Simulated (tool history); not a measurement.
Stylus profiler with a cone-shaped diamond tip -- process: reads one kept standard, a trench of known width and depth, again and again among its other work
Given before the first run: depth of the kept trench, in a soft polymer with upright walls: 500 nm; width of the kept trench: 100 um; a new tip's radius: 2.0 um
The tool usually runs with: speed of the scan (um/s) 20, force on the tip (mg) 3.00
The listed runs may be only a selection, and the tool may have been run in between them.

| run | hour | speed of the scan (um/s) | force on the tip (mg) | depth of the trench (Å) | width of the trench's floor (µm) |
|---|---|---|---|---|---|
| 1 | 0.0 | 20 | 3.00 | 5058.3 | 96.91 |
| 2 | 120.4 | 20 | 3.00 | 5059.4 | 96.91 |
| 3 | 206.9 | 20 | 3.00 | 5060.1 | 96.78 |
| 4 | 334.8 | 20 | 3.00 | 5060.2 | 96.69 |
| 5 | 415.6 | 20 | 3.00 | 5062.2 | 96.72 |
| 6 | 529.6 | 20 | 3.00 | 5063.2 | 96.64 |
| 7 | 600.2 | 20 | 3.00 | 5062.5 | 96.65 |
| 8 | 737.8 | 20 | 3.16 | 5065.9 | 96.48 |
| 9 | 844.3 | 20 | 3.16 | 5066.5 | 96.48 |
| 10 | 949.7 | 20 | 3.00 | 5064.2 | 96.43 |
| 11 | 1023.5 | 20 | 3.00 | 5065.2 | 96.40 |
| 12 | 1122.3 | 20 | 3.00 | 5068.5 | 96.33 |
| 13 | 1230.7 | 20 | 3.00 | 5068.6 | 96.28 |
| 14 | 1322.8 | 20 | 3.98 | 5079.7 | 96.20 |
| 15 | 1388.0 | 20 | 3.98 | 5077.9 | 96.24 |
| 16 | 1477.5 | 20 | 6.02 | 5102.6 | 96.24 |
| 17 | 1609.5 | 20 | 6.02 | 5101.3 | 96.10 |
| 18 | 1702.4 | 20 | 6.02 | 5105.0 | 96.10 |
| 19 | 1826.4 | 20 | 6.02 | 5104.4 | 96.02 |
| 20 | 1961.1 | 20 | 6.02 | 5104.3 | 95.90 |
| 21 | 2030.3 | 20 | 6.02 | 5105.5 | 95.99 |
|  | 2041.3 | height scale calibrated on a step standard |
| 22 | 2168.1 | 20 | 6.02 | 5120.4 | 95.90 |
| 23 | 2250.0 | 33 | 3.53 | 5090.1 | 95.82 |
| 24 | 2359.4 | 37 | 1.28 | 5062.3 | 95.62 |
| 25 | 2432.7 | 37 | 1.28 | 5061.2 | 95.61 |

The next listed run, before its measurement:
| 26 | 2521.3 | 49 | 8.51 | ? | ? |

depth of the trench (Å): 5145.2
width of the trench's floor (µm): 95.67
Take away the tool's hidden state, keep the run-to-run variation as it was, and the same run would have given depth of the trench (Å) 5114.1, width of the trench's floor (µm) 97.23.
